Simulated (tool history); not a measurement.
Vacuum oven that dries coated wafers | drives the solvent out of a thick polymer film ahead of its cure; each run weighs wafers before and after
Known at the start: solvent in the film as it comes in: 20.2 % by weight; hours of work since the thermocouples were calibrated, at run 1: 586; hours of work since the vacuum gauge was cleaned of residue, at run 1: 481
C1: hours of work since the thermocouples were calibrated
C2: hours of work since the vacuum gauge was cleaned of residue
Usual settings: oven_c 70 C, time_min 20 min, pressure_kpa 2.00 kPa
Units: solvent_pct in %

run 1 hour=0.0 | oven_c=70 time_min=20 pressure_kpa=2.00 | C1=586 C2=481 | solvent_pct=5.47
run 2 hour=76.4 | oven_c=64 time_min=20 pressure_kpa=2.00 | C1=645 C2=540 | solvent_pct=8.30
run 3 hour=122.1 | oven_c=64 time_min=20 pressure_kpa=2.00 | C1=681 C2=576 | solvent_pct=8.28
run 4 hour=188.7 | oven_c=70 time_min=20 pressure_kpa=4.38 | C1=732 C2=627 | solvent_pct=9.24
run 5 hour=229.9 | oven_c=70 time_min=20 pressure_kpa=4.38 | C1=764 C2=659 | solvent_pct=9.19
run 6 hour=285.4 | oven_c=70 time_min=20 pressure_kpa=2.00 | C1=807 C2=702 | solvent_pct=5.47
run 7 hour=365.6 | oven_c=70 time_min=20 pressure_kpa=2.00 | C1=869 C2=764 | solvent_pct=5.69
run 8 hour=420.8 | oven_c=70 time_min=20 pressure_kpa=2.00 | C1=912 C2=807 | solvent_pct=5.74
run 9 hour=481.3 | oven_c=70 time_min=18 pressure_kpa=2.00 | C1=959 C2=854 | solvent_pct=6.12
run 10 hour=540.0 | oven_c=70 time_min=18 pressure_kpa=2.00 | C1=1004 C2=899 | solvent_pct=6.10
run 11 hour=596.6 | oven_c=70 time_min=18 pressure_kpa=2.00 | C1=1048 C2=943 | solvent_pct=6.29
run 12 hour=674.2 | oven_c=70 time_min=18 pressure_kpa=2.00 | C1=1108 C2=1003 | solvent_pct=6.21
run 13 hour=753.5 | oven_c=70 time_min=20 pressure_kpa=3.09 | C1=1169 C2=1065 | solvent_pct=7.59
run 14 hour=808.8 | oven_c=70 time_min=13 pressure_kpa=2.00 | C1=1212 C2=1107 | solvent_pct=7.77
run 15 hour=892.2 | oven_c=80 time_min=13 pressure_kpa=2.00 | C1=1277 C2=1172 | solvent_pct=3.62
run 16 hour=941.9 | oven_c=80 time_min=13 pressure_kpa=2.00 | C1=1315 C2=1210 | solvent_pct=3.69
run 17 hour=1019.7 | oven_c=80 time_min=13 pressure_kpa=2.00 | C1=1375 C2=1271 | solvent_pct=3.73
run 18 hour=1057.5 | oven_c=70 time_min=29 pressure_kpa=2.00 | C1=1405 C2=1300 | solvent_pct=4.92
run 19 hour=1129.3 | oven_c=70 time_min=29 pressure_kpa=2.00 | C1=1460 C2=1355 | solvent_pct=4.97
run 20 hour=1188.2 | oven_c=70 time_min=20 pressure_kpa=1.14 | C1=1506 C2=1401 | solvent_pct=4.83
run 21 hour=1239.2 | oven_c=70 time_min=20 pressure_kpa=2.00 | C1=1545 C2=1440 | solvent_pct=6.26
run 22 hour=1303.0 | oven_c=70 time_min=20 pressure_kpa=1.49 | C1=1595 C2=1490 | solvent_pct=5.43
run 23 hour=1367.7 | oven_c=70 time_min=20 pressure_kpa=7.06 | C1=1645 C2=1540 | solvent_pct=14.21
-- hour=1438.5 oven's thermocouples calibrated
run 24 hour=1450.9 | oven_c=83 time_min=20 pressure_kpa=7.30 | C1=10 C2=1603 | solvent_pct=7.51
run 25 hour=1500.9 | oven_c=68 time_min=18 pressure_kpa=1.15 | C1=48 C2=1641 | solvent_pct=5.56
run 26 hour=1587.0 | oven_c=70 time_min=14 pressure_kpa=3.13 | C1=115 C2=1708 | solvent_pct=8.68
run 27 hour=1637.9 | oven_c=70 time_min=10 pressure_kpa=2.97 | C1=154 C2=1747 | solvent_pct=9.86
run 28 hour=1713.4 | oven_c=69 time_min=11 pressure_kpa=2.97 | C1=213 C2=1806 | solvent_pct=9.90
-- hour=1768.4 vacuum gauge cleaned of residue and calibrated
run 29 hour=1790.5 | oven_c=69 time_min=11 pressure_kpa=2.97 | C1=271 C2=17 | solvent_pct=9.38
run 30 hour=1839.8 | oven_c=69 time_min=11 pressure_kpa=2.97 | C1=309 C2=55 | solvent_pct=9.39
run 31 hour=1896.6 | oven_c=58 time_min=14 pressure_kpa=1.26 | C1=353 C2=99 | solvent_pct=11.54
run 32 hour=1962.5 | oven_c=70 time_min=15 pressure_kpa=2.74 | C1=404 C2=150 | solvent_pct=7.44
run 33 hour=2046.7 | oven_c=70 time_min=15 pressure_kpa=2.74 | C1=470 C2=215 | solvent_pct=7.52
run 34 hour=2108.9 | oven_c=70 time_min=15 pressure_kpa=2.74 | C1=518 C2=264 | solvent_pct=7.50
run 35 hour=2193.0 | oven_c=70 time_min=19 pressure_kpa=2.00 | C1=583 C2=329 | solvent_pct=5.51
run 36 hour=2282.7 | oven_c=74 time_min=17 pressure_kpa=2.00 | C1=652 C2=398 | solvent_pct=4.38
run 37 hour=2363.4 | oven_c=82 time_min=19 pressure_kpa=2.88 | C1=715 C2=461 | solvent_pct=3.33
run 38 hour=2434.8 | oven_c=83 time_min=23 pressure_kpa=1.02 | C1=770 C2=516 | solvent_pct=1.08
run 39 hour=2496.9 | oven_c=67 time_min=23 pressure_kpa=5.48 | C1=818 C2=564 | solvent_pct=12.45
run 40 hour=2578.0 | oven_c=67 time_min=16 pressure_kpa=2.03 | C1=881 C2=627 | solvent_pct=7.97
run 41 hour=2648.5 | oven_c=67 time_min=30 pressure_kpa=2.03 | C1=935 C2=681 | solvent_pct=5.52
run 42 hour=2736.2 | oven_c=67 time_min=30 pressure_kpa=2.03 | C1=1003 C2=749 | solvent_pct=5.65
run 43 hour=2807.4 | oven_c=81 time_min=30 pressure_kpa=2.03 | C1=1058 C2=804 | solvent_pct=2.47
run 44 hour=2883.1 | oven_c=76 time_min=20 pressure_kpa=2.00 | C1=1117 C2=863 | solvent_pct=3.55
run 45 hour=2946.9 | oven_c=68 time_min=14 pressure_kpa=1.11 | C1=1166 C2=912 | solvent_pct=7.00
run 46 hour=3000.5 | oven_c=77 time_min=33 pressure_kpa=1.11 | C1=1208 C2=954 | solvent_pct=1.82

Forecast each of these 5 alternatives for the next run:
run A hour=3068.6 | oven_c=84 time_min=31 pressure_kpa=2.00 | C1=1260 C2=1006 | solvent_pct=?
run B hour=3068.6 | oven_c=70 time_min=25 pressure_kpa=2.00 | C1=1260 C2=1006 | solvent_pct=?
run C hour=3068.6 | oven_c=81 time_min=20 pressure_kpa=1.66 | C1=1260 C2=1006 | solvent_pct=?
run D hour=3068.6 | oven_c=66 time_min=16 pressure_kpa=2.00 | C1=1260 C2=1006 | solvent_pct=?
run E hour=3068.6 | oven_c=65 time_min=22 pressure_kpa=3.24 | C1=1260 C2=1006 | solvent_pct=?

run=A solvent_pct=2.24
run=B solvent_pct=5.11
run=C solvent_pct=2.31
run=D solvent_pct=8.87
run=E solvent_pct=10.00
Without the tool's hidden state the same runs would have given:
run=A solvent_pct=1.86
run=B solvent_pct=4.18
run=C solvent_pct=1.85
run=D solvent_pct=7.72
run=E solvent_pct=8.78
